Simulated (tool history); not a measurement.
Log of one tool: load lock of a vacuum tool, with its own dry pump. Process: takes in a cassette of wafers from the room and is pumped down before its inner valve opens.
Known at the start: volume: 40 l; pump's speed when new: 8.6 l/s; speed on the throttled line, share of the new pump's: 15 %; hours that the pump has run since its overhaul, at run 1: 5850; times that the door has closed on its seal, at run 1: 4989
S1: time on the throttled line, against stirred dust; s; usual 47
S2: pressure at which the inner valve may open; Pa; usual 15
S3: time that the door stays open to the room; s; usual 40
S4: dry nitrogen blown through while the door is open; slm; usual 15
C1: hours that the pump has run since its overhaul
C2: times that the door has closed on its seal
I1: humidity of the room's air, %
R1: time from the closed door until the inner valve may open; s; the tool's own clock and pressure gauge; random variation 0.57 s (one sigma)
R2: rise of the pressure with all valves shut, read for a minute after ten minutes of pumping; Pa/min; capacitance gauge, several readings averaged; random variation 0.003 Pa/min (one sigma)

{"run": 1, "day": 0.0, "S1": 47, "S2": 15, "S3": 40, "S4": 15, "C1": 5850, "C2": 4989, "I1": 44.2, "R1": 82.2, "R2": 0.052}
{"run": 2, "day": 1.7, "S1": 47, "S2": 15, "S3": 40, "S4": 15, "C1": 5891, "C2": 5106, "I1": 47.1, "R1": 82.8, "R2": 0.055}
{"run": 3, "day": 4.396, "S1": 61, "S2": 15, "S3": 40, "S4": 15, "C1": 5956, "C2": 5292, "I1": 47.3, "R1": 93.9, "R2": 0.051}
{"run": 4, "day": 6.75, "S1": 61, "S2": 15, "S3": 40, "S4": 15, "C1": 6012, "C2": 5454, "I1": 43.6, "R1": 94, "R2": 0.048}
{"run": 5, "day": 10.092, "S1": 47, "S2": 15, "S3": 40, "S4": 15, "C1": 6092, "C2": 5684, "I1": 42.8, "R1": 81.9, "R2": 0.058}
{"run": 6, "day": 13.008, "S1": 44, "S2": 15, "S3": 40, "S4": 15, "C1": 6162, "C2": 5885, "I1": 46.4, "R1": 79.9, "R2": 0.062}
{"run": 7, "day": 16.962, "S1": 47, "S2": 15, "S3": 40, "S4": 18, "C1": 6257, "C2": 6158, "I1": 46, "R1": 83.6, "R2": 0.06}
{"run": 8, "day": 20.788, "S1": 47, "S2": 15, "S3": 40, "S4": 18, "C1": 6349, "C2": 6421, "I1": 47.9, "R1": 82.3, "R2": 0.068}
{"run": 9, "day": 22.688, "S1": 47, "S2": 15, "S3": 25, "S4": 18, "C1": 6394, "C2": 6552, "I1": 45.6, "R1": 82.4, "R2": 0.059}
{"run": 10, "day": 24.592, "S1": 47, "S2": 15, "S3": 25, "S4": 18, "C1": 6440, "C2": 6683, "I1": 46.3, "R1": 82.8, "R2": 0.053}
{"run": 11, "day": 27.35, "S1": 47, "S2": 15, "S3": 40, "S4": 14, "C1": 6506, "C2": 6873, "I1": 41.5, "R1": 81.9, "R2": 0.065}
{"run": 12, "day": 31.475, "S1": 47, "S2": 15, "S3": 40, "S4": 14, "C1": 6605, "C2": 7158, "I1": 45.6, "R1": 83.1, "R2": 0.064}
{"run": 13, "day": 34.262, "S1": 47, "S2": 15, "S3": 40, "S4": 14, "C1": 6672, "C2": 7350, "I1": 44.3, "R1": 82.2, "R2": 0.068}
{"run": 14, "day": 36.2, "S1": 47, "S2": 15, "S3": 167, "S4": 15, "C1": 6719, "C2": 7483, "I1": 42.6, "R1": 83.9, "R2": 0.093}
{"run": 15, "day": 39.812, "S1": 47, "S2": 15, "S3": 35, "S4": 15, "C1": 6805, "C2": 7732, "I1": 45.1, "R1": 82.5, "R2": 0.068}
{"run": 16, "day": 43.042, "S1": 30, "S2": 15, "S3": 40, "S4": 15, "C1": 6883, "C2": 7954, "I1": 46.9, "R1": 69.3, "R2": 0.072}
{"run": 17, "day": 46.433, "S1": 42, "S2": 15, "S3": 40, "S4": 15, "C1": 6964, "C2": 8188, "I1": 42.4, "R1": 77.9, "R2": 0.074}
{"run": 18, "day": 49.962, "S1": 42, "S2": 15, "S3": 40, "S4": 15, "C1": 7049, "C2": 8431, "I1": 44.9, "R1": 79.8, "R2": 0.077}
{"run": 19, "day": 52.667, "S1": 42, "S2": 15, "S3": 40, "S4": 15, "C1": 7114, "C2": 8618, "I1": 45.2, "R1": 78.7, "R2": 0.084}
{"run": 20, "day": 55.617, "S1": 42, "S2": 15, "S3": 40, "S4": 15, "C1": 7185, "C2": 8821, "I1": 46.6, "R1": 78.6, "R2": 0.074}
{"run": 21, "day": 58.321, "S1": 42, "S2": 15, "S3": 40, "S4": 15, "C1": 7250, "C2": 9007, "I1": 45.1, "R1": 78.6, "R2": 0.085}
{"run": 22, "day": 61.429, "S1": 39, "S2": 12, "S3": 75, "S4": 16, "C1": 7324, "C2": 9221, "I1": 45.2, "R1": 77.5, "R2": 0.095}
{"run": 23, "day": 63.821, "S1": 35, "S2": 11, "S3": 64, "S4": 20, "C1": 7382, "C2": 9386, "I1": 40.1, "R1": 74.3, "R2": 0.085}
{"run": 24, "day": 66.071, "S1": 53, "S2": 21, "S3": 40, "S4": 27, "C1": 7436, "C2": 9541, "I1": 47.8, "R1": 86.7, "R2": 0.082}
{"run": 25, "day": 69.7, "S1": 47, "S2": 12, "S3": 40, "S4": 5, "C1": 7523, "C2": 9791, "I1": 45.1, "R1": 83.7, "R2": 0.104}
{"run": 26, "day": 71.492, "S1": 47, "S2": 12, "S3": 40, "S4": 5, "C1": 7566, "C2": 9915, "I1": 47.1, "R1": 83.7, "R2": 0.107}
{"run": 27, "day": 75.546, "S1": 28, "S2": 21, "S3": 196, "S4": 15, "C1": 7663, "C2": 10194, "I1": 41.7, "R1": 65.7, "R2": 0.11}
{"run": 28, "day": 77.646, "S1": 47, "S2": 15, "S3": 109, "S4": 16, "C1": 7713, "C2": 10339, "I1": 44.3, "R1": 82.3, "R2": 0.109}
{"run": 29, "day": 80.75, "S1": 47, "S2": 15, "S3": 109, "S4": 16, "C1": 7788, "C2": 10552, "I1": 47.2, "R1": 82.3, "R2": 0.11}
{"run": 30, "day": 82.646, "S1": 47, "S2": 15, "S3": 109, "S4": 16, "C1": 7834, "C2": 10683, "I1": 47.7, "R1": 83.5, "R2": 0.115}
{"run": 31, "day": 85.896, "S1": 64, "S2": 15, "S3": 40, "S4": 15, "C1": 7912, "C2": 10907, "I1": 45.7, "R1": 97.7, "R2": 0.097}
{"run": 32, "day": 88.971, "S1": 64, "S2": 15, "S3": 40, "S4": 15, "C1": 7985, "C2": 11119, "I1": 46.3, "R1": 97.7, "R2": 0.098}
{"run": 33, "day": 91.983, "S1": 64, "S2": 15, "S3": 40, "S4": 15, "C1": 8058, "C2": 11327, "I1": 45.5, "R1": 97.3, "R2": 0.106}
{"run": 34, "day": 93.85, "S1": 31, "S2": 15, "S3": 27, "S4": 13, "C1": 8102, "C2": 11455, "I1": 43.2, "R1": 70.1, "R2": 0.099}
{"run": 35, "day": 96.296, "S1": 47, "S2": 15, "S3": 31, "S4": 11, "C1": 8161, "C2": 11624, "I1": 45.9, "R1": 82.4, "R2": 0.099}
{"run": 36, "day": 100.092, "S1": 47, "S2": 15, "S3": 40, "S4": 15, "C1": 8252, "C2": 11885, "I1": 48.3, "R1": 83.7, "R2": 0.112}

Forecast each of these 4 alternatives for the next run:
{"run": "A", "day": 104.162, "S1": 47, "S2": 22, "S3": 40, "S4": 8, "C1": 8350, "C2": 12166, "I1": 45.6, "R1": "?", "R2": "?"}
{"run": "B", "day": 104.162, "S1": 30, "S2": 13, "S3": 40, "S4": 17, "C1": 8350, "C2": 12166, "I1": 48.7, "R1": "?", "R2": "?"}
{"run": "C", "day": 104.162, "S1": 47, "S2": 14, "S3": 40, "S4": 15, "C1": 8350, "C2": 12166, "I1": 45.7, "R1": "?", "R2": "?"}
{"run": "D", "day": 104.162, "S1": 65, "S2": 20, "S3": 40, "S4": 9, "C1": 8350, "C2": 12166, "I1": 40, "R1": "?", "R2": "?"}

run=A R1=81.5 R2=0.115
run=B R1=70.3 R2=0.115
run=C R1=83.2 R2=0.11
run=D R1=96.6 R2=0.111
Without the tool's hidden state the same runs would have given:
run=A R1=79.1 R2=0.031
run=B R1=67.4 R2=0.03
run=C R1=80.5 R2=0.025
run=D R1=94.3 R2=0.026
